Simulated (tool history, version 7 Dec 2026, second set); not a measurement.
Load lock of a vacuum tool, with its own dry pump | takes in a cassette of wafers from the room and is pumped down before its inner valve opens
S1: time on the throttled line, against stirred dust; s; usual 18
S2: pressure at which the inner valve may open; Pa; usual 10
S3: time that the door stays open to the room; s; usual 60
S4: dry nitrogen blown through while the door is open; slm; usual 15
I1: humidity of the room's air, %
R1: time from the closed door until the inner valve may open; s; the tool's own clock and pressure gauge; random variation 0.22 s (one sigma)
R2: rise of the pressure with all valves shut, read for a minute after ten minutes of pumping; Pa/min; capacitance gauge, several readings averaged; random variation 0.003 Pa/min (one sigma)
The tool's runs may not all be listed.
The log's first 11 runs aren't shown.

{"run": 12, "hour": 1440.7, "S1": 18, "S2": 10, "S3": 60, "S4": 5, "I1": 46.9, "R1": 33.0, "R2": 0.161}
{"run": 13, "hour": 1582.2, "S1": 18, "S2": 10, "S3": 60, "S4": 15, "I1": 43.8, "R1": 33.0, "R2": 0.131}
{"run": 14, "hour": 1683.3, "S1": 18, "S2": 10, "S3": 60, "S4": 15, "I1": 44.7, "R1": 33.4, "R2": 0.133}
{"run": 15, "hour": 1856.2, "S1": 18, "S2": 10, "S3": 60, "S4": 20, "I1": 46.2, "R1": 33.7, "R2": 0.148}
{"run": 16, "hour": 1959.5, "S1": 18, "S2": 10, "S3": 60, "S4": 20, "I1": 45.3, "R1": 33.2, "R2": 0.139}
{"run": 17, "hour": 2089.1, "S1": 18, "S2": 10, "S3": 60, "S4": 15, "I1": 47.1, "R1": 33.8, "R2": 0.16}
{"run": 18, "hour": 2171.7, "S1": 25, "S2": 10, "S3": 60, "S4": 15, "I1": 42.9, "R1": 38.7, "R2": 0.155}
{"run": 19, "hour": 2360.2, "S1": 25, "S2": 10, "S3": 60, "S4": 15, "I1": 42.8, "R1": 39.1, "R2": 0.167}
{"run": 20, "hour": 2505.0, "S1": 27, "S2": 10, "S3": 97, "S4": 15, "I1": 45.7, "R1": 40.8, "R2": 0.182}
{"run": 21, "hour": 2700.1, "S1": 27, "S2": 10, "S3": 97, "S4": 15, "I1": 44.5, "R1": 40.7, "R2": 0.189}
{"run": 22, "hour": 2815.4, "S1": 12, "S2": 10, "S3": 89, "S4": 18, "I1": 44.9, "R1": 28.2, "R2": 0.201}
{"run": 23, "hour": 2940.3, "S1": 22, "S2": 9, "S3": 92, "S4": 5, "I1": 43.8, "R1": 37.1, "R2": 0.241}
{"run": 24, "hour": 3091.2, "S1": 22, "S2": 9, "S3": 92, "S4": 5, "I1": 45.4, "R1": 36.5, "R2": 0.247}
{"run": 25, "hour": 3246.6, "S1": 9, "S2": 10, "S3": 60, "S4": 15, "I1": 46.4, "R1": 26.0, "R2": 0.226}
{"run": 26, "hour": 3385.6, "S1": 9, "S2": 10, "S3": 60, "S4": 15, "I1": 41.9, "R1": 26.1, "R2": 0.225}
{"run": 27, "hour": 3542.4, "S1": 9, "S2": 10, "S3": 60, "S4": 15, "I1": 44.0, "R1": 25.9, "R2": 0.24}
{"run": 28, "hour": 3703.7, "S1": 18, "S2": 10, "S3": 53, "S4": 15, "I1": 42.2, "R1": 33.3, "R2": 0.245}
{"run": 29, "hour": 3876.9, "S1": 24, "S2": 14, "S3": 53, "S4": 16, "I1": 44.4, "R1": 37.3, "R2": 0.257}
{"run": 30, "hour": 4056.1, "S1": 24, "S2": 14, "S3": 53, "S4": 16, "I1": 39.4, "R1": 37.4, "R2": 0.26}
{"run": 31, "hour": 4246.6, "S1": 24, "S2": 14, "S3": 53, "S4": 16, "I1": 47.6, "R1": 37.6, "R2": 0.288}
{"run": 32, "hour": 4413.0, "S1": 35, "S2": 10, "S3": 60, "S4": 15, "I1": 45.5, "R1": 47.0, "R2": 0.293}
{"run": 33, "hour": 4532.9, "S1": 17, "S2": 9, "S3": 72, "S4": 15, "I1": 50.0, "R1": 32.6, "R2": 0.31}
{"run": 34, "hour": 4659.7, "S1": 17, "S2": 9, "S3": 72, "S4": 15, "I1": 44.3, "R1": 32.8, "R2": 0.31}
{"run": 35, "hour": 4738.9, "S1": 17, "S2": 9, "S3": 72, "S4": 15, "I1": 43.4, "R1": 32.9, "R2": 0.33}
{"run": 36, "hour": 4914.7, "S1": 21, "S2": 9, "S3": 72, "S4": 15, "I1": 48.4, "R1": 36.5, "R2": 0.334}

Run 37 comes next. What will it give?
{"run": 37, "hour": 5080.0, "S1": 18, "S2": 10, "S3": 54, "S4": 8, "I1": 47.3, "R1": "?", "R2": "?"}

R1: 33.9 s
R2: 0.364 Pa/min
Without the tool's hidden state the same run would have given R1 33.0 s, R2 0.059 Pa/min.
